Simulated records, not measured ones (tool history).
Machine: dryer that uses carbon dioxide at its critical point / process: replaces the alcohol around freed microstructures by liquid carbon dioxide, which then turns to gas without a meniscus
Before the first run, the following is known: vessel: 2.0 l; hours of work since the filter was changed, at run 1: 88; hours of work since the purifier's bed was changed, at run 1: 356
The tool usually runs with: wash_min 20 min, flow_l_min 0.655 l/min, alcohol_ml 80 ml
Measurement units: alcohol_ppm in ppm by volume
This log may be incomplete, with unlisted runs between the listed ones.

run	day	wash_min	flow_l_min	alcohol_ml	hours of work since the filter was changed	hours of work since the purifier's bed was changed	alcohol_ppm
1	0.000	20	0.655	80	88	356	205
2	2.008	20	0.655	80	120	388	224
3	3.746	20	0.655	80	148	417	236
4	5.717	20	0.655	80	180	448	262
5	7.321	20	0.655	80	206	474	266
6	8.867	20	0.655	80	231	499	293
7	10.208	20	0.655	80	253	521	310
8	11.546	20	0.655	80	274	543	326
# day 12.404: inlet filter changed
9	13.071	20	0.655	80	11	567	263
10	14.317	20	0.655	80	31	587	255
11	16.296	20	0.655	27	63	619	227
12	17.762	20	0.655	80	87	642	293
13	19.796	20	0.655	80	119	675	320
14	20.717	20	0.655	80	134	690	312
15	22.762	20	0.655	80	167	723	332
16	24.150	20	0.813	80	190	746	257
17	25.233	20	0.655	80	207	763	359
18	26.138	20	0.655	80	222	778	361
19	27.746	20	0.655	80	248	804	386
20	29.633	20	0.655	80	279	834	392
# day 30.233: inlet filter changed
21	31.488	20	0.919	80	20	864	262
22	32.754	20	0.655	80	41	884	353
23	33.758	23	0.655	80	57	900	292
24	35.162	20	0.655	80	80	923	351
25	36.783	20	1.039	83	106	949	295
# day 37.150: purifier's bed changed
26	38.362	20	1.039	83	129	20	20
27	39.283	13	0.534	51	144	35	1139
28	40.817	20	0.655	73	169	59	123
29	41.696	20	0.624	80	183	74	184
30	43.675	20	0.624	80	215	106	204
31	45.421	15	0.655	62	244	134	486
32	46.721	15	0.655	62	265	155	524
33	47.738	21	0.459	43	281	171	418
# day 48.096: inlet filter changed
34	49.250	21	0.459	43	19	195	282
35	51.150	12	0.870	27	49	226	155
36	52.450	12	0.870	27	70	247	171
37	53.892	23	0.655	34	94	270	101
38	55.604	31	0.826	58	121	298	88
39	57.629	29	0.826	24	154	330	103
40	59.408	28	0.655	118	183	359	124
41	60.654	28	0.655	118	203	379	132
42	62.012	24	0.498	118	225	401	461
43	63.208	16	0.655	65	244	421	483
44	64.133	16	0.393	65	259	436	2362
45	65.700	23	0.438	80	285	461	724
# day 65.921: inlet filter changed
46	67.350	23	0.465	80	23	487	392
47	69.262	31	0.591	34	54	518	147
48	70.092	31	0.591	34	67	531	151

3 options for the next run, each taken on its own from the tool as it stands now. Forecast them:
A	71.662	31	0.675	24	93	557	?
B	71.662	23	0.673	34	93	557	?
C	71.662	31	0.591	89	93	557	?

run	alcohol_ppm
A	172
B	172
C	161
Stripped of hidden state, with their random variation kept, the same runs would have yielded:
run	alcohol_ppm
A	15
B	11
C	2

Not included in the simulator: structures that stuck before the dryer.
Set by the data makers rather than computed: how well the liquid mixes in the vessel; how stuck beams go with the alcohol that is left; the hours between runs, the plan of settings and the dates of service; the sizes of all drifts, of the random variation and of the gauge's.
